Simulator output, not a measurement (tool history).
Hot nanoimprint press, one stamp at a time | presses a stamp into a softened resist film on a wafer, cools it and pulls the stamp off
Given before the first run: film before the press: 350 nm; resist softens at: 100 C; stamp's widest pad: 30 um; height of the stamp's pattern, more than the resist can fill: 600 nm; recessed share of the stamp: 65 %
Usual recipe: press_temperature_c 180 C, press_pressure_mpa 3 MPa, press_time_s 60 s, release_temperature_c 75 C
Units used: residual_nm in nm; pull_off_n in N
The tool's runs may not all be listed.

Run 1, hour 0: usual settings. Result: residual_nm 127 nm, pull_off_n 192 N.
Run 2, hour 20.4: usual settings. Result: residual_nm 126 nm, pull_off_n 193 N.
Run 3, hour 34.6: usual settings. Result: residual_nm 125.4 nm, pull_off_n 193 N.
Run 4, hour 57.6: usual settings but release_temperature_c 70 C. Result: residual_nm 125.7 nm, pull_off_n 224 N.
Run 5, hour 75.8: usual settings but press_pressure_mpa 2.67 MPa. Result: residual_nm 134.5 nm, pull_off_n 192 N.
Run 6, hour 93.2: usual settings but press_temperature_c 177 C. Result: residual_nm 138.7 nm, pull_off_n 195 N.
Run 7, hour 111.3: usual settings but press_temperature_c 177 C. Result: residual_nm 138.5 nm, pull_off_n 195 N.
Run 8, hour 134.6: usual settings. Result: residual_nm 124.7 nm, pull_off_n 190 N.
Run 9, hour 150.3: usual settings but press_time_s 99 s. Result: residual_nm 105.1 nm, pull_off_n 191 N.
Run 10, hour 160.8: usual settings but press_temperature_c 168 C. Result: residual_nm 188.9 nm, pull_off_n 202 N.
Run 11, hour 175.8: usual settings. Result: residual_nm 125.8 nm, pull_off_n 189 N.
Run 12, hour 199.3: usual settings. Result: residual_nm 126.7 nm, pull_off_n 198 N.
Run 13, hour 215: usual settings. Result: residual_nm 126.1 nm, pull_off_n 198 N.
Run 14, hour 226.2: usual settings. Result: residual_nm 125.5 nm, pull_off_n 200 N.
Run 15, hour 244: usual settings. Result: residual_nm 126.3 nm, pull_off_n 198 N.
Run 16, hour 262.5: usual settings but press_temperature_c 174 C, press_time_s 61 s, release_temperature_c 70 C. Result: residual_nm 153.5 nm, pull_off_n 228 N.
Run 17, hour 280.8: usual settings but press_temperature_c 174 C, press_time_s 61 s, release_temperature_c 70 C. Result: residual_nm 152.3 nm, pull_off_n 224 N.
Run 18, hour 294.9: usual settings but press_temperature_c 191 C, press_pressure_mpa 4.18 MPa, press_time_s 79 s, release_temperature_c 67 C. Result: residual_nm 65.8 nm, pull_off_n 249 N.
Run 19, hour 316.1: usual settings but press_temperature_c 168 C, press_pressure_mpa 3.63 MPa, press_time_s 76 s, release_temperature_c 67 C. Result: residual_nm 157.7 nm, pull_off_n 231 N.

Run 20 comes next. What will it give?
Run 20, hour 330.7: usual settings but press_temperature_c 190 C, press_pressure_mpa 3.52 MPa, press_time_s 49 s, release_temperature_c 65 C. Result: residual_nm ?, pull_off_n ?.

Run 20 came out at residual_nm 89.8 nm, pull_off_n 245 N.
Were there no unlogged condition in the tool, this run, its random variation unchanged, would have produced residual_nm 89.7 nm, pull_off_n 243 N.
